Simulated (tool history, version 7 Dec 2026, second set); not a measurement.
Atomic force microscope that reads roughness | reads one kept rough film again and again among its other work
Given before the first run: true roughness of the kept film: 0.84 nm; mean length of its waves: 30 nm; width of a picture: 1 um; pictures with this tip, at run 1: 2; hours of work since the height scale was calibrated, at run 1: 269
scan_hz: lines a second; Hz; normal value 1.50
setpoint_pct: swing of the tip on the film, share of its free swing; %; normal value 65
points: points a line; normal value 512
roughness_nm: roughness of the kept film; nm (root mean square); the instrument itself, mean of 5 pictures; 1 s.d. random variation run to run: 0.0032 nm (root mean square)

run   hour  scan_hz  setpoint_pct  points  pictures with this tip  hours of work since the height scale was calibrated  roughness_nm
  1    0.0     1.50            65     512                       2                                                  269         0.790
  2    6.0     1.50            65     512                      16                                                  274         0.793
  3   13.8     1.50            65     512                      33                                                  280         0.786
  4   24.0     1.50            65     512                      56                                                  287         0.790
  5   33.9     1.50            65     512                      78                                                  295         0.783
  6   42.0     1.50            65     512                      96                                                  301         0.785
  7   47.5     1.50            65     512                     108                                                  305         0.790
  8   52.5     1.50            65     512                     119                                                  309         0.787
  9   60.4     1.50            65    1013                     137                                                  315         0.793
 10   69.7     1.50            65     338                     157                                                  322         0.788
 11   73.9     2.56            65     338                     167                                                  325         0.767
 12   81.1     1.01            65     338                     183                                                  331         0.785
 13   90.2     2.05            65     338                     203                                                  338         0.771
 14   99.0     1.50            75     512                     223                                                  344         0.773
     106.0  -- new tip fitted
 15  107.5     1.50            67     274                       3                                                  350         0.775
 16  116.4     1.50            67     853                      23                                                  357         0.788
 17  121.8     3.32            78     512                      35                                                  361         0.729
 18  126.0     3.32            78     512                      45                                                  365         0.728
 19  130.2     3.84            86     463                      54                                                  368         0.680
 20  135.8     1.50            76     512                      67                                                  372         0.771
 21  140.8     1.50            76     512                      78                                                  376         0.769
 22  147.0     1.50            76     512                      91                                                  380         0.769
 23  151.6     1.50            65     821                     102                                                  384         0.793
 24  158.9     1.50            65     821                     118                                                  390         0.790
 25  168.8     1.50            65     821                     140                                                  397         0.792
 26  174.3     3.46            61     930                     152                                                  401         0.775
 27  179.2     3.46            61     930                     163                                                  405         0.780

Consider 4 possible next runs. They are alternatives, not a sequence: every one starts from the tool as it was left by run 27. What does each give?
  A  183.3     3.17            74     930                     172                                                  408             ?
  B  183.3     2.57            67     735                     172                                                  408             ?
  C  183.3     1.50            74     878                     172                                                  408             ?
  D  183.3     1.00            82     500                     172                                                  408             ?

run  roughness_nm
  A         0.747
  B         0.772
  C         0.782
  D         0.772
Take away the tool's hidden state, keep each run's random variation, and the runs would have read:
run  roughness_nm
  A         0.747
  B         0.773
  C         0.783
  D         0.773

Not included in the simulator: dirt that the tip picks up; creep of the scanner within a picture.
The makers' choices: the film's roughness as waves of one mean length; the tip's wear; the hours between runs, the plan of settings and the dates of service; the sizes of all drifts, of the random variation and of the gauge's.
